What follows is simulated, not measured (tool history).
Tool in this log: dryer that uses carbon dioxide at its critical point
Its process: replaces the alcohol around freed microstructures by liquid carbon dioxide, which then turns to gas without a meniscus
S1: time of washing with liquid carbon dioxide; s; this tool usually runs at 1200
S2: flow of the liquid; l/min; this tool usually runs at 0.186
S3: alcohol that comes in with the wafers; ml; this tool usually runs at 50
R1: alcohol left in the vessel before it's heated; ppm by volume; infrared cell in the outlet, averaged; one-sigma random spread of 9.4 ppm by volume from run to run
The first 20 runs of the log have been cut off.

{"run": 21, "hour": 293.7, "S1": 1200, "S2": 0.246, "S3": 50, "R1": 406}
{"run": 22, "hour": 305.4, "S1": 1200, "S2": 0.186, "S3": 50, "R1": 917}
{"run": 23, "hour": 319.9, "S1": 1200, "S2": 0.128, "S3": 50, "R1": 3253}
{"run": 24, "hour": 335.3, "S1": 1200, "S2": 0.231, "S3": 50, "R1": 495}
{"run": 25, "hour": 351.1, "S1": 1200, "S2": 0.231, "S3": 50, "R1": 514}
{"hour": 360.7, "done": "purifier's bed changed"}
{"run": 26, "hour": 362.5, "S1": 780, "S2": 0.264, "S3": 50, "R1": 1054}
{"run": 27, "hour": 373.8, "S1": 1200, "S2": 0.264, "S3": 29, "R1": 67}
{"run": 28, "hour": 394.1, "S1": 1200, "S2": 0.186, "S3": 67, "R1": 923}
{"run": 29, "hour": 402.9, "S1": 1260, "S2": 0.136, "S3": 44, "R1": 1805}
{"run": 30, "hour": 413.0, "S1": 960, "S2": 0.186, "S3": 79, "R1": 2867}
{"run": 31, "hour": 430.9, "S1": 960, "S2": 0.186, "S3": 79, "R1": 3014}
{"run": 32, "hour": 447.3, "S1": 1020, "S2": 0.121, "S3": 23, "R1": 2793}
{"hour": 462.1, "done": "inlet filter changed"}
{"run": 33, "hour": 464.4, "S1": 1020, "S2": 0.121, "S3": 23, "R1": 2395}
{"run": 34, "hour": 478.2, "S1": 1560, "S2": 0.186, "S3": 40, "R1": 137}
{"run": 35, "hour": 497.2, "S1": 1800, "S2": 0.176, "S3": 50, "R1": 120}
{"run": 36, "hour": 506.5, "S1": 1800, "S2": 0.176, "S3": 50, "R1": 132}
{"run": 37, "hour": 517.3, "S1": 1620, "S2": 0.176, "S3": 40, "R1": 156}
{"run": 38, "hour": 529.7, "S1": 840, "S2": 0.157, "S3": 107, "R1": 9743}
{"run": 39, "hour": 543.9, "S1": 840, "S2": 0.159, "S3": 50, "R1": 4457}
{"run": 40, "hour": 560.5, "S1": 840, "S2": 0.3, "S3": 56, "R1": 439}
{"run": 41, "hour": 576.4, "S1": 840, "S2": 0.3, "S3": 56, "R1": 453}
{"run": 42, "hour": 595.1, "S1": 840, "S2": 0.3, "S3": 56, "R1": 464}
{"run": 43, "hour": 606.4, "S1": 780, "S2": 0.186, "S3": 70, "R1": 4962}
{"run": 44, "hour": 623.8, "S1": 780, "S2": 0.186, "S3": 70, "R1": 5007}
{"run": 45, "hour": 639.6, "S1": 1200, "S2": 0.186, "S3": 50, "R1": 715}

Alternative continuations, all from the tool just after run 45; predict every row:
{"run": "A", "hour": 652.7, "S1": 1200, "S2": 0.124, "S3": 49, "R1": "?"}
{"run": "B", "hour": 652.7, "S1": 1860, "S2": 0.305, "S3": 21, "R1": "?"}
{"run": "C", "hour": 652.7, "S1": 1140, "S2": 0.231, "S3": 80, "R1": "?"}
{"run": "D", "hour": 652.7, "S1": 1080, "S2": 0.142, "S3": 40, "R1": "?"}

run=A R1=3046
run=B R1=112
run=C R1=519
run=D R1=2385
What these runs would have given with no unlogged condition in the tool:
run=A R1=2723
run=B R1=2
run=C R1=357
run=D R1=2103
